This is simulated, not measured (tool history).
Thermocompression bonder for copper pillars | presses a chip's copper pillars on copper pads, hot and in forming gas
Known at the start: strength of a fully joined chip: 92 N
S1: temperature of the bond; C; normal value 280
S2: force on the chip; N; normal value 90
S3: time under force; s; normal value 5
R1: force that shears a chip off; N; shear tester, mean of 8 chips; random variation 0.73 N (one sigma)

Run 1, hour 0: usual settings. Result: R1 53.2 N.
Run 2, hour 13.7: usual settings. Result: R1 53 N.
Run 3, hour 34.5: usual settings but S1 275 C. Result: R1 51.9 N.
Run 4, hour 53.2: usual settings but S1 275 C. Result: R1 51.2 N.
Run 5, hour 67.9: usual settings but S1 275 C. Result: R1 49.4 N.
Run 6, hour 78.7: usual settings but S1 275 C. Result: R1 50.4 N.
Run 7, hour 91.7: usual settings but S2 131 N. Result: R1 61.4 N.
Run 8, hour 106.2: usual settings but S2 131 N. Result: R1 62 N.
Run 9, hour 120.5: usual settings but S2 131 N. Result: R1 62.8 N.
Run 10, hour 132.9: usual settings. Result: R1 52.2 N.
Run 11, hour 145.7: usual settings but S3 4 s. Result: R1 47 N.
Run 12, hour 156.9: usual settings but S3 4 s. Result: R1 49 N.
At hour 169.7: forming gas filter changed.
Run 13, hour 171.2: usual settings but S1 293 C, S3 4 s. Result: R1 53.6 N.
Run 14, hour 183.6: usual settings but S1 293 C, S3 4 s. Result: R1 55.6 N.
Run 15, hour 204.8: usual settings but S1 293 C, S3 4 s. Result: R1 53.5 N.
Run 16, hour 214.5: usual settings but S1 293 C, S3 4 s. Result: R1 53.7 N.
Run 17, hour 225.4: usual settings but S1 293 C, S3 4 s. Result: R1 55 N.
Run 18, hour 237.1: usual settings but S1 293 C, S3 4 s. Result: R1 54.5 N.
Run 19, hour 251.9: usual settings but S1 293 C, S3 4 s. Result: R1 53.3 N.
Run 20, hour 272: usual settings. Result: R1 51.5 N.
Run 21, hour 285.2: usual settings but S3 8 s. Result: R1 58.5 N.
Run 22, hour 299.4: usual settings but S1 293 C, S2 94 N. Result: R1 59 N.
Run 23, hour 318.5: usual settings but S1 293 C, S2 94 N. Result: R1 58.5 N.
Run 24, hour 335.3: usual settings but S1 293 C, S2 94 N. Result: R1 56.9 N.
Run 25, hour 355.5: usual settings but S1 293 C, S2 94 N. Result: R1 56.7 N.
Run 26, hour 367.6: usual settings. Result: R1 51.3 N.
At hour 375.4: forming gas filter changed.
Run 27, hour 382.7: usual settings but S2 79 N, S3 3 s. Result: R1 40.7 N.
Run 28, hour 394.5: usual settings but S3 14 s. Result: R1 68.4 N.
Run 29, hour 415: usual settings but S1 300 C. Result: R1 59.6 N.
Run 30, hour 435.4: usual settings but S1 281 C, S2 94 N, S3 7 s. Result: R1 59.6 N.
Run 31, hour 448.9: usual settings but S1 309 C, S2 94 N, S3 13 s. Result: R1 79.5 N.
Run 32, hour 469.8: usual settings but S1 309 C, S2 94 N, S3 13 s. Result: R1 77.1 N.
Run 33, hour 481.3: usual settings but S1 309 C, S2 109 N, S3 4 s. Result: R1 64 N.
Run 34, hour 498.7: usual settings but S1 309 C, S2 109 N, S3 4 s. Result: R1 63.4 N.
Run 35, hour 516.5: usual settings but S1 271 C, S3 12 s. Result: R1 62.5 N.
Run 36, hour 532.3: usual settings but S3 3 s. Result: R1 43.6 N.
Run 37, hour 543.2: usual settings. Result: R1 50.9 N.
Run 38, hour 554.7: usual settings but S1 304 C. Result: R1 61 N.
Run 39, hour 573: usual settings but S1 304 C, S2 80 N. Result: R1 56.7 N.
At hour 581.8: forming gas filter changed.
Run 40, hour 594.2: usual settings but S1 306 C, S2 135 N. Result: R1 72.2 N.

Branching from run 40: 4 alternative next runs. What would each branch give?
Run A, hour 612: usual settings but S1 286 C, S2 106 N, S3 4 s. Result: R1 ?.
Run B, hour 612: usual settings but S2 77 N. Result: R1 ?.
Run C, hour 612: usual settings but S1 271 C, S2 112 N, S3 6 s. Result: R1 ?.
Run D, hour 612: usual settings but S1 269 C, S2 79 N, S3 6 s. Result: R1 ?.

run    R1
  A  54.9
  B  48.1
  C  57.6
  D  47.6
Without the tool's unlogged condition, the same runs would have read:
run    R1
  A  56.2
  B  49.4
  C  59.1
  D    49
